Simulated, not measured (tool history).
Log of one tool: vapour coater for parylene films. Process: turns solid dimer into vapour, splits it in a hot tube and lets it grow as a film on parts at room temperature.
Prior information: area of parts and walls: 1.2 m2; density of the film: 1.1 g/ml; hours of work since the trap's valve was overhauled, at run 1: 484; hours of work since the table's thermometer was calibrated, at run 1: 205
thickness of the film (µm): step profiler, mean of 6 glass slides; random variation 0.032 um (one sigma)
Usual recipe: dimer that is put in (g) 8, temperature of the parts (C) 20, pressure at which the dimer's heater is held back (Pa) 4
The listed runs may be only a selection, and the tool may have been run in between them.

run,hour,dimer that is put in (g),temperature of the parts (C),pressure at which the dimer's heater is held back (Pa),hours of work since the trap's valve was overhauled,hours of work since the table's thermometer was calibrated,thickness of the film (µm)
1,0,8,20,4,484,205,3.15
# hour 9.9: trap's valve overhauled
2,12.1,8,20,3.34,1,209,3.55
3,19.9,8,20,3.34,4,212,3.57
4,35.1,8,20,4,11,218,3.5
5,43.6,8,25,4,14,222,3.13
6,57.1,8,27,4,20,227,2.95
7,65.8,8,27,4,23,231,2.99
8,75.2,8,27,4,27,235,3
9,85.7,8,27,4,32,239,3.02
10,96.6,8,21,4,36,244,3.38
11,110.5,8,20,2.57,42,250,3.61
12,118.1,8,20,2.35,45,253,3.59
13,127.6,8,15,4,49,257,3.89
14,139.6,8,15,4,54,262,3.87
15,146.6,8,20,4,57,265,3.42
16,158.6,8,20,4,62,270,3.51
17,168.1,8,32,4,66,274,2.64
18,179.5,8,20,4,71,279,3.45
19,190.5,4,28,6.55,76,283,1.35
20,206.5,4,30,3.47,82,290,1.38
21,223.7,12,20,2.02,89,297,5.49
22,233.5,13,15,7.44,94,301,5.92
23,249.2,13,15,7.44,100,308,5.9
# hour 251.1: table's thermometer calibrated
24,263.7,10,15,5.56,106,5,4.62
25,278.3,10,15,5.56,112,11,4.62
26,287.7,8,20,2.04,116,15,3.6
27,301.9,6,18,8.11,122,21,2.52
# hour 307.1: table's thermometer calibrated, once more
28,313.2,6,18,8.11,126,3,2.51
29,323.8,6,18,8.11,130,7,2.5
30,339.2,6,18,8.11,137,13,2.5
31,347.6,5,21,11.79,140,17,1.86
32,356.1,4,20,4,144,21,1.7
33,365,8,20,2.86,148,24,3.55
34,374.9,8,20,2.86,152,28,3.5
35,382.6,8,24,7.6,155,32,2.98

3 ways to go on from here, each from the tool as it stands after run 35. What would each give?
A,394,8,20,2.68,160,36,?
B,394,8,24,7.6,160,36,?
C,394,9,24,7.6,160,36,?

run,thickness of the film (µm)
A,3.49
B,2.92
C,3.25
The same runs, with their run-to-run variation unchanged, on a tool lacking any hidden condition would have given:
run,thickness of the film (µm)
A,3.63
B,3.04
C,3.38
